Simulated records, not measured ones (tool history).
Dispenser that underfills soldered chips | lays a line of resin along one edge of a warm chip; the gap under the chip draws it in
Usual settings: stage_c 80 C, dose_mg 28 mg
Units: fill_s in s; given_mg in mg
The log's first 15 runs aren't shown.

| run | hour | stage_c | dose_mg | fill_s | given_mg |
|---|---|---|---|---|---|
|  | 90.4 | new syringe of resin |
| 16 | 94 | 80 | 28 | 58.1 | 27.9 |
| 17 | 97.7 | 80 | 28 | 75.1 | 27.87 |
|  | 98.6 | new syringe of resin |
| 18 | 103.9 | 80 | 28 | 65.7 | 27.92 |
|  | 106.9 | new syringe of resin |
| 19 | 109.7 | 82 | 28 | 51.9 | 27.81 |
|  | 115.1 | new syringe of resin |
| 20 | 116.3 | 82 | 28 | 47.6 | 27.71 |
| 21 | 121.4 | 82 | 28 | 66.5 | 27.72 |
|  | 123.6 | new syringe of resin |
| 22 | 126.9 | 71 | 28 | 80.9 | 27.77 |
|  | 131.8 | new syringe of resin |
| 23 | 133.6 | 71 | 28 | 71.2 | 27.54 |
| 24 | 138.4 | 71 | 28 | 98.5 | 27.65 |
|  | 140.5 | new syringe of resin |
| 25 | 144.9 | 69 | 28 | 92.5 | 27.53 |
|  | 149.1 | new syringe of resin |
| 26 | 153 | 69 | 28 | 89.1 | 27.48 |
|  | 157.4 | new syringe of resin |
| 27 | 157.8 | 87 | 31.6 | 38.3 | 31.01 |
| 28 | 161.7 | 84 | 26 | 56.5 | 25.49 |
|  | 164.4 | dispensing valve cleaned and set on the balance |
|  | 167.2 | new syringe of resin |
| 29 | 170.4 | 87 | 24.4 | 46 | 24.36 |
| 30 | 173.9 | 68 | 31.3 | 111.8 | 31.34 |
|  | 175.8 | new syringe of resin |
| 31 | 180.7 | 77 | 34.5 | 71.3 | 34.39 |
|  | 184.2 | new syringe of resin |
| 32 | 186.1 | 77 | 34.5 | 58.2 | 34.38 |
|  | 192.9 | new syringe of resin |
| 33 | 194.5 | 77 | 34.5 | 58.4 | 34.31 |
|  | 201.4 | new syringe of resin |
| 34 | 202.8 | 66 | 25 | 86 | 24.78 |
| 35 | 206.5 | 66 | 25 | 109.5 | 24.67 |
|  | 210 | new syringe of resin |
| 36 | 213 | 66 | 25 | 95.7 | 24.73 |

Forecast each of these 3 alternatives for the next run:
|  | 218.3 | new syringe of resin |
| A | 220.1 | 90 | 28 | ? | ? |
|  | 218.3 | new syringe of resin |
| B | 220.1 | 80 | 31.7 | ? | ? |
|  | 218.3 | new syringe of resin |
| C | 220.1 | 82 | 27.5 | ? | ? |

| run | fill_s | given_mg |
|---|---|---|
| A | 37.6 | 27.64 |
| B | 52.2 | 31.29 |
| C | 48.6 | 27.13 |
Without the tool's hidden state the same runs would have given:
| run | fill_s | given_mg |
|---|---|---|
| A | 32.7 | 27.99 |
| B | 45.6 | 31.69 |
| C | 42.4 | 27.48 |
